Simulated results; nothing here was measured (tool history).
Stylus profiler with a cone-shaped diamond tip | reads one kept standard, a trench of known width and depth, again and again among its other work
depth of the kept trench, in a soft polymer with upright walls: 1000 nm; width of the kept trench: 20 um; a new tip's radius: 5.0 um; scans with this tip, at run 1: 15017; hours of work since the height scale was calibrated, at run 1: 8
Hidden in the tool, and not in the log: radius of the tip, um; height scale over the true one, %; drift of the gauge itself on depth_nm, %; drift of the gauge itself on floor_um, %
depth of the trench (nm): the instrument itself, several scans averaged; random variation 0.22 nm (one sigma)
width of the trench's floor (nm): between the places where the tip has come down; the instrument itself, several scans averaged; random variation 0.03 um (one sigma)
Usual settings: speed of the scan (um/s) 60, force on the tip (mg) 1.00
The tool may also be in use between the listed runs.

| run | day | speed of the scan (um/s) | force on the tip (mg) | scans with this tip | hours of work since the height scale was calibrated | depth of the trench (nm) | width of the trench's floor (nm) |
|---|---|---|---|---|---|---|---|
| 1 | 0.000 | 60 | 1.00 | 15017 | 8 | 1005.75 | 12970 |
| 2 | 1.175 | 60 | 1.00 | 15233 | 24 | 1005.76 | 13000 |
| 3 | 3.888 | 60 | 1.00 | 15733 | 60 | 1005.53 | 12960 |
| 4 | 6.729 | 60 | 1.00 | 16255 | 99 | 1005.51 | 12910 |
| 5 | 8.521 | 60 | 1.00 | 16585 | 123 | 1005.82 | 12910 |
| 6 | 11.029 | 60 | 1.00 | 17047 | 157 | 1005.53 | 12900 |
| 7 | 12.838 | 60 | 1.00 | 17379 | 181 | 1005.59 | 12820 |
| 8 | 14.258 | 60 | 1.00 | 17641 | 201 | 1005.70 | 12780 |
| 9 | 16.138 | 60 | 1.00 | 17987 | 226 | 1005.24 | 12830 |
| 10 | 18.396 | 60 | 1.00 | 18402 | 256 | 1004.92 | 12760 |
| 11 | 20.600 | 60 | 1.00 | 18808 | 286 | 1004.81 | 12780 |
| 12 | 22.246 | 60 | 1.15 | 19110 | 308 | 1005.54 | 12750 |
| 13 | 23.654 | 60 | 1.00 | 19370 | 327 | 1004.69 | 12730 |
| 14 | 25.138 | 60 | 2.81 | 19642 | 348 | 1011.37 | 12830 |
| 15 | 26.875 | 60 | 2.81 | 19962 | 371 | 1010.93 | 12830 |
| 16 | 29.250 | 188 | 1.00 | 20399 | 403 | 1004.54 | 12160 |
| 17 | 31.450 | 188 | 1.00 | 20804 | 433 | 1004.11 | 12140 |
| 18 | 32.950 | 82 | 0.90 | 21080 | 453 | 1003.70 | 12530 |
| 19 | 35.688 | 82 | 0.90 | 21584 | 490 | 1003.49 | 12500 |
| 20 | 37.529 | 25 | 0.40 | 21922 | 515 | 1000.88 | 12730 |
| 21 | 39.917 | 28 | 0.64 | 22362 | 547 | 1002.16 | 12680 |
| 22 | 42.088 | 33 | 1.37 | 22761 | 577 | 1005.43 | 12670 |
| 23 | 44.471 | 33 | 2.58 | 23200 | 609 | 1009.12 | 12680 |
| 24 | 46.004 | 33 | 2.58 | 23482 | 629 | 1009.51 | 12670 |
| 25 | 48.408 | 33 | 2.58 | 23925 | 662 | 1009.14 | 12640 |
| 26 | 50.325 | 33 | 2.58 | 24277 | 688 | 1009.09 | 12670 |
| 27 | 52.838 | 33 | 2.58 | 24739 | 722 | 1009.04 | 12630 |
| 28 | 54.317 | 83 | 1.00 | 25012 | 742 | 1003.63 | 12340 |

Measured less the same run without the tool's hidden state. The same run-to-run variation is in both; the gauge's scatter may not be:
| run | depth of the trench (nm) | width of the trench's floor (nm) |
|---|---|---|
| 1 | -0.57 | -800 |
| 2 | -0.64 | -810 |
| 3 | -0.80 | -840 |
| 4 | -0.95 | -860 |
| 5 | -1.06 | -890 |
| 6 | -1.20 | -910 |
| 7 | -1.31 | -930 |
| 8 | -1.37 | -940 |
| 9 | -1.48 | -960 |
| 10 | -1.61 | -990 |
| 11 | -1.74 | -1010 |
| 12 | -1.83 | -1020 |
| 13 | -1.91 | -1040 |
| 14 | -2.00 | -1050 |
| 15 | -2.11 | -1070 |
| 16 | -2.23 | -1090 |
| 17 | -2.36 | -1110 |
| 18 | -2.45 | -1130 |
| 19 | -2.60 | -1150 |
| 20 | -2.70 | -1170 |
| 21 | -2.84 | -1190 |
| 22 | -2.96 | -1210 |
| 23 | -3.10 | -1240 |
| 24 | -3.19 | -1250 |
| 25 | -3.32 | -1270 |
| 26 | -3.42 | -1290 |
| 27 | -3.57 | -1310 |
| 28 | -3.64 | -1330 |

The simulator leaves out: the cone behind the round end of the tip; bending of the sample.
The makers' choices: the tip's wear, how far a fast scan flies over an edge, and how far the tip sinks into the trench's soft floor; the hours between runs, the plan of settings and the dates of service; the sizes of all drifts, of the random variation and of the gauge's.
